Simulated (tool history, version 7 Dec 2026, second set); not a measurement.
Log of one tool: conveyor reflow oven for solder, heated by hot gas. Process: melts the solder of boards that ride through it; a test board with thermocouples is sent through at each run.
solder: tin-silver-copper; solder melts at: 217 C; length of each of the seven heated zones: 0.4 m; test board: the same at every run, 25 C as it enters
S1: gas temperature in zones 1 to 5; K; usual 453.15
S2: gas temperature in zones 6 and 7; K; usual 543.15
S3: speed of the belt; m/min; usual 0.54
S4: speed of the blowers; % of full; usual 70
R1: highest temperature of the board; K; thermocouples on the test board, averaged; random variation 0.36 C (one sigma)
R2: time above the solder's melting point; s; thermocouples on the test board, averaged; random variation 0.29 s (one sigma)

run,hour,S1,S2,S3,S4,R1,R2
1,0,453.15,543.15,0.54,70,529.35,73
2,10.7,453.15,543.15,0.54,70,529.75,72.7
3,22.2,453.15,543.15,0.54,70,529.65,73
4,29.5,453.15,543.15,0.54,70,529.35,73
5,37.1,453.15,543.15,0.54,70,530.15,72.7
6,44.8,453.15,551.15,0.54,70,536.75,77.2
7,56.2,453.15,553.15,0.54,70,538.15,78.1
8,64.5,453.15,543.15,0.537,70,529.75,73.7
9,70.3,453.15,543.15,0.537,70,530.25,73.7
10,75.9,447.15,543.15,0.54,70,528.75,69.6
11,85.1,453.15,543.15,0.54,89,532.75,76
12,94.9,448.15,543.15,0.616,70,524.75,58.1
13,106.4,448.15,543.15,0.616,70,524.85,57.3
14,118.3,453.15,538.15,0.546,70,524.75,68.7

3 ways to go on from here, each from the tool as it stands after run 14. What would each give?
A,128.2,454.15,538.15,0.546,75,?,?
B,128.2,453.15,556.15,0.546,70,?,?
C,128.2,444.15,552.15,0.546,62,?,?

run,R1,R2
A,525.85,70
B,541.45,79.2
C,533.15,70.4
Without the tool's hidden state the same runs would have given:
run,R1,R2
A,525.85,70
B,541.55,79.1
C,533.25,70.4
